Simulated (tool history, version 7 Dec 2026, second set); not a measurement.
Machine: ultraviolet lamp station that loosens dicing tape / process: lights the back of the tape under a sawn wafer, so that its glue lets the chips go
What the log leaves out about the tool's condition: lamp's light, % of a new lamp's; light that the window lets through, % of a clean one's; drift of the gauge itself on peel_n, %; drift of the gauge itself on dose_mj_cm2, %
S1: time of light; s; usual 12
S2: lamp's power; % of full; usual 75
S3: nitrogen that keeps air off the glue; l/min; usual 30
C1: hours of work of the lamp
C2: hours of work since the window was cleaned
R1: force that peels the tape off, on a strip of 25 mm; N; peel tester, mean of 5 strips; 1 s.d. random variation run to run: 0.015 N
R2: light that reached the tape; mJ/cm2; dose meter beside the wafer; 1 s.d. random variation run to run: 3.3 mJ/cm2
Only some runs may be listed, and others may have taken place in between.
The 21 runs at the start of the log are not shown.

Run 22, day 7.725: usual settings but S1 17 s; C1 351; C2 75. Result: R1 0.298 N, R2 753 mJ/cm2.
Run 23, day 8.008: usual settings but S1 17 s; C1 356; C2 80. Result: R1 0.301 N, R2 752 mJ/cm2.
Run 24, day 8.383: usual settings but S1 6 s, S2 98 % of full; C1 363; C2 87. Result: R1 1.644 N, R2 346 mJ/cm2.
Run 25, day 8.625: usual settings but S1 21 s; C1 367; C2 91. Result: R1 0.187 N, R2 934 mJ/cm2.
Run 26, day 8.846: usual settings but S1 21 s; C1 371; C2 95. Result: R1 0.178 N, R2 934 mJ/cm2.
Run 27, day 9.104: usual settings but S2 95 % of full, S3 27 l/min; C1 376; C2 100. Result: R1 0.433 N, R2 678 mJ/cm2.
Run 28, day 9.458: usual settings but S1 7 s, S2 93 % of full, S3 60 l/min; C1 382; C2 106. Result: R1 0.818 N, R2 382 mJ/cm2.
Run 29, day 9.792: usual settings but S1 7 s, S2 93 % of full, S3 60 l/min; C1 389; C2 113. Result: R1 0.831 N, R2 385 mJ/cm2.
Run 30, day 10.096: usual settings but S1 9 s, S2 93 % of full, S3 60 l/min; C1 394; C2 118. Result: R1 0.464 N, R2 495 mJ/cm2.
Run 31, day 10.450: usual settings but S1 9 s, S2 93 % of full, S3 60 l/min; C1 400; C2 124. Result: R1 0.475 N, R2 491 mJ/cm2.
Run 32, day 10.717: usual settings but S1 9 s, S2 93 % of full, S3 60 l/min; C1 405; C2 129. Result: R1 0.463 N, R2 496 mJ/cm2.
Run 33, day 11.067: usual settings but S1 9 s, S2 60 % of full, S3 20 l/min; C1 412; C2 136. Result: R1 2.478 N, R2 315 mJ/cm2.
Run 34, day 11.283: usual settings but S1 8 s, S2 61 % of full, S3 12 l/min; C1 416; C2 140. Result: R1 3.507 N, R2 288 mJ/cm2.
Run 35, day 11.629: usual settings but S1 7 s, S2 100 % of full, S3 55 l/min; C1 422; C2 146. Result: R1 0.747 N, R2 413 mJ/cm2.
Run 36, day 11.971: usual settings but S1 10 s, S2 100 % of full, S3 55 l/min; C1 428; C2 152. Result: R1 0.306 N, R2 591 mJ/cm2.
Run 37, day 12.338: usual settings but S1 8 s, S2 77 % of full, S3 55 l/min; C1 435; C2 159. Result: R1 0.998 N, R2 363 mJ/cm2.
Run 38, day 12.771: usual settings but S1 13 s, S2 71 % of full, S3 24 l/min; C1 442; C2 166. Result: R1 0.823 N, R2 542 mJ/cm2.
Run 39, day 13.242: usual settings but S1 13 s, S2 71 % of full, S3 24 l/min; C1 451; C2 175. Result: R1 0.798 N, R2 547 mJ/cm2.
Run 40, day 13.683: usual settings but S1 18 s, S2 67 % of full, S3 28 l/min; C1 459; C2 183. Result: R1 0.359 N, R2 706 mJ/cm2.
Run 41, day 14.162: usual settings but S1 15 s, S2 62 % of full, S3 14 l/min; C1 468; C2 192. Result: R1 1.318 N, R2 554 mJ/cm2.
Run 42, day 14.425: usual settings but S1 15 s, S2 62 % of full, S3 14 l/min; C1 472; C2 196. Result: R1 1.305 N, R2 551 mJ/cm2.
Run 43, day 14.758: usual settings but S1 13 s, S2 79 % of full; C1 478; C2 202. Result: R1 0.512 N, R2 603 mJ/cm2.

Alternative continuations, all from the tool just after run 43; predict every row:
Run A, day 15.146: usual settings but S1 11 s, S2 63 % of full, S3 13 l/min; C1 485; C2 209. Result: R1 ?, R2 ?.
Run B, day 15.146: usual settings but S1 8 s; C1 485; C2 209. Result: R1 ?, R2 ?.
Run C, day 15.146: usual settings but S1 21 s, S2 62 % of full, S3 42 l/min; C1 485; C2 209. Result: R1 ?, R2 ?.
Run D, day 15.146: usual settings but S1 17 s, S3 59 l/min; C1 485; C2 209. Result: R1 ?, R2 ?.

run     R1   R2
  A  2.167  410
  B  1.550  357
  C  0.212  773
  D  0.175  758
Stripped of hidden state, with their random variation kept, the same runs would have yielded:
run     R1   R2
  A  2.160  411
  B  1.545  358
  C  0.211  774
  D  0.174  759
